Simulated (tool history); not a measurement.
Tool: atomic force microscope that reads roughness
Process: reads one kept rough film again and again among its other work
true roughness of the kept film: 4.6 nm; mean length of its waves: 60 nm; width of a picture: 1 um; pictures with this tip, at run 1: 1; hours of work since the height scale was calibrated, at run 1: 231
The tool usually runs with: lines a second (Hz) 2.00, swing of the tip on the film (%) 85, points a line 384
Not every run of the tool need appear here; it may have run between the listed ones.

run   hour  lines a second (Hz)  swing of the tip on the film (%)  points a line  pictures with this tip  hours of work since the height scale was calibrated  roughness of the kept film (nm (root mean square))
  1    0.0                 2.00                                85            384                       1                                                  231                                               4.193
  2   17.8                 2.00                                85            384                      15                                                  240                                               4.187
  3   32.2                 2.00                                85            384                      26                                                  247                                               4.156
  4   43.4                 2.00                                85            384                      35                                                  252                                               4.182
  5   57.3                 2.00                                85            384                      46                                                  259                                               4.193
  6   67.7                 2.00                                85            384                      54                                                  264                                               4.186
  7   89.6                 2.00                                85            384                      71                                                  275                                               4.180
  8  105.7                 2.00                                85            384                      83                                                  283                                               4.184
  9  122.5                 1.42                                85            384                      96                                                  291                                               4.262
 10  141.0                 0.65                                85            384                     111                                                  300                                               4.380
 11  157.7                 2.00                                69            384                     124                                                  309                                               4.351
     169.4  -- new tip fitted
 12  180.8                 1.88                                85            384                       9                                                  320                                               4.221
 13  193.6                 1.88                                85            384                      18                                                  326                                               4.181
 14  218.1                 1.88                                85            384                      38                                                  338                                               4.197
 15  234.8                 2.00                                85            384                      51                                                  346                                               4.159
 16  250.1                 2.00                                85            384                      62                                                  354                                               4.153
 17  261.8                 2.00                                85            837                      72                                                  360                                               4.181
 18  273.7                 2.00                                85            837                      81                                                  366                                               4.187
 19  291.1                 2.00                                85            837                      94                                                  374                                               4.193
 20  305.7                 2.00                                85            837                     106                                                  381                                               4.183
 21  321.8                 2.00                                85            837                     118                                                  389                                               4.215
 22  332.9                 2.00                                85            837                     127                                                  395                                               4.186
     339.9  -- new tip fitted
 23  346.6                 2.00                                85            837                       5                                                  401                                               4.195
 24  360.0                 0.92                                85            438                      16                                                  408                                               4.325
 25  378.7                 0.92                                85            438                      30                                                  417                                               4.352
 26  402.3                 0.92                                85            438                      49                                                  429                                               4.346
 27  425.3                 1.88                                67            384                      67                                                  440                                               4.354
 28  442.7                 1.88                                67            384                      80                                                  449                                               4.394
 29  462.0                 1.88                                67            384                      95                                                  458                                               4.365
 30  474.4                 2.89                                84            562                     105                                                  464                                               4.073
 31  495.0                 2.89                                84            562                     121                                                  474                                               4.088
     510.1  -- new tip fitted
 32  510.3                 2.89                                84            562                       0                                                  482                                               4.066
 33  528.7                 2.89                                64            420                      15                                                  491                                               4.318
 34  539.9                 2.89                                66            381                      23                                                  496                                               4.351
 35  562.7                 2.89                                66            381                      41                                                  507                                               4.296
 36  585.9                 2.00                                81            833                      59                                                  519                                               4.261
 37  599.0                 2.00                                81            833                      70                                                  525                                               4.247
 38  620.3                 2.00                                82            322                      86                                                  536                                               4.204
 39  634.9                 2.91                                71            798                      97                                                  543                                               4.250
 40  651.5                 2.26                                72            661                     110                                                  551                                               4.305
 41  670.7                 0.72                                90            384                     125                                                  561                                               4.332
     679.1  -- new tip fitted
 42  694.0                 0.72                                90            384                      11                                                  572                                               4.323

What does the tool deliver on the next run?
 43  713.7                 2.00                                82            384                      26                                                  582                                                   ?

roughness of the kept film (nm (root mean square)): 4.220
If the tool had no hidden condition, the same run with the same run-to-run variation would have returned roughness of the kept film (nm (root mean square)) 4.220.

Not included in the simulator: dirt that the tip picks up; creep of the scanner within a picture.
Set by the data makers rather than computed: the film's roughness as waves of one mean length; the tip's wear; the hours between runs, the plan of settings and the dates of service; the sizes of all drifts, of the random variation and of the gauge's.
